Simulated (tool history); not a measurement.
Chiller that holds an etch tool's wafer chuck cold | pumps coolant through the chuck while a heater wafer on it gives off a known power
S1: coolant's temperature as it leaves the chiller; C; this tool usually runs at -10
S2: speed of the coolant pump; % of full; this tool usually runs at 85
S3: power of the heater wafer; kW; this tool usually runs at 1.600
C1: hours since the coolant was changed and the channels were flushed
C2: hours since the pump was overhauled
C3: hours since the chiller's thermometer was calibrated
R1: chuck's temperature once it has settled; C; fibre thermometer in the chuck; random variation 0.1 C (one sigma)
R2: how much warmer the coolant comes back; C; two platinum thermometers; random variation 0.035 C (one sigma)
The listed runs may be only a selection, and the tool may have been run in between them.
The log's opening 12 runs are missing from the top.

run,day,S1,S2,S3,C1,C2,C3,R1,R2
13,22.217,-10,68,1.600,5366,1680,1762,5.4,8.05
14,24.121,-10,68,1.600,5411,1726,1807,5.4,8.17
15,25.442,-10,68,1.600,5443,1757,1839,5.4,8.11
# day 26.875: coolant changed, channels flushed
16,28.004,-10,68,1.600,27,1813,1895,3.7,8.09
17,29.071,-2,68,0.848,53,1838,1920,5.0,4.36
18,30.212,-2,85,0.914,80,1866,1948,4.3,3.72
19,31.367,-2,85,0.914,108,1893,1975,4.2,3.71
20,33.479,-12,85,0.896,158,1944,2026,-5.8,3.72
21,35.175,-18,85,1.600,199,1985,2067,-7.0,6.51
22,37.242,-3,85,1.600,249,2034,2116,8.2,6.54
23,39.096,-3,85,1.600,293,2079,2161,8.2,6.60
# day 39.488: coolant pump overhauled
24,41.175,-1,95,1.815,338,40,2206,10.7,6.73
25,43.008,-1,95,1.815,382,84,2250,10.7,6.79
26,44.800,-6,61,2.309,425,127,2293,16.2,13.38
27,46.954,-10,90,1.226,477,179,2344,-1.8,4.81
# day 48.183: coolant pump overhauled, once more
28,48.317,-4,96,2.016,505,3,2372,8.3,6.96
29,49.704,-15,99,1.808,538,37,2405,-4.5,6.05
30,51.175,-7,81,2.308,573,72,2441,9.4,9.49
31,53.700,-15,85,1.600,634,132,2501,-4.2,6.30
32,55.012,-15,85,1.600,665,164,2533,-4.4,6.23

Forecast each of these 4 alternatives for the next run:
A,56.921,-15,61,1.600,711,210,2579,?,?
B,56.921,-14,73,1.073,711,210,2579,?,?
C,56.921,-15,64,1.600,711,210,2579,?,?
D,56.921,-15,93,1.600,711,210,2579,?,?

run,R1,R2
A,-0.6,8.75
B,-6.0,4.87
C,-1.1,8.32
D,-5.1,5.74
Without the tool's unlogged condition, the same runs would have read:
run,R1,R2
A,-0.4,8.75
B,-5.7,4.87
C,-1.0,8.32
D,-5.0,5.74
